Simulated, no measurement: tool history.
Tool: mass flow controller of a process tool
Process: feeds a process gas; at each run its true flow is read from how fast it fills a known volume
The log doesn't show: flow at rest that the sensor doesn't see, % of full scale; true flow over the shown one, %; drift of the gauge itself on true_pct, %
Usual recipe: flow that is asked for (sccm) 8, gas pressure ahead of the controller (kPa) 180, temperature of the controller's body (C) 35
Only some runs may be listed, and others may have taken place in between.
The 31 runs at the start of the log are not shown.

| run | hour | flow that is asked for (sccm) | gas pressure ahead of the controller (kPa) | temperature of the controller's body (C) | hours of work since the controller was set to zero | hours of work since the controller was changed | true flow (%) |
|---|---|---|---|---|---|---|---|
| 32 | 2872.1 | 4 | 193 | 26 | 123 | 4381 | 99.1 |
| 33 | 2939.5 | 2 | 182 | 23 | 160 | 4419 | 99.01 |
| 34 | 3072.1 | 7 | 247 | 32 | 234 | 4492 | 100.34 |
| 35 | 3141 | 11 | 274 | 29 | 272 | 4531 | 100.39 |
| 36 | 3219.2 | 7 | 180 | 23 | 315 | 4574 | 99.13 |
| 37 | 3323.3 | 9 | 148 | 32 | 373 | 4632 | 100.41 |
| 38 | 3407.1 | 3 | 180 | 36 | 419 | 4678 | 100.73 |
| 39 | 3500.3 | 3 | 180 | 36 | 471 | 4730 | 100.89 |
| 40 | 3624.9 | 19 | 180 | 36 | 540 | 4799 | 101.73 |
| 41 | 3704 | 8 | 180 | 35 | 584 | 4843 | 100.76 |
| 42 | 3799.6 | 8 | 268 | 35 | 637 | 4896 | 100.93 |
| 43 | 3868.2 | 2 | 171 | 31 | 675 | 4934 | 101.09 |
| 44 | 3968 | 2 | 145 | 31 | 730 | 4989 | 101.2 |
| 45 | 4064.5 | 2 | 268 | 26 | 784 | 5043 | 100.95 |
| 46 | 4124.7 | 3 | 172 | 33 | 817 | 5076 | 100.92 |
| 47 | 4248.3 | 3 | 172 | 33 | 886 | 5145 | 101.14 |
| 48 | 4354.9 | 8 | 173 | 31 | 945 | 5204 | 100.56 |
| 49 | 4436.7 | 13 | 254 | 33 | 990 | 5249 | 101.26 |

3 options for the next run, each taken on its own from the tool as it stands now. Forecast them:
| A | 4567.5 | 14 | 168 | 31 | 1063 | 5321 | ? |
| B | 4567.5 | 13 | 182 | 22 | 1063 | 5321 | ? |
| C | 4567.5 | 8 | 180 | 30 | 1063 | 5321 | ? |

| run | true flow (%) |
|---|---|
| A | 100.85 |
| B | 99.79 |
| C | 100.56 |
The same runs, with their run-to-run variation unchanged, on a tool lacking any hidden condition would have given:
| run | true flow (%) |
|---|---|
| A | 99.9 |
| B | 98.81 |
| C | 99.34 |
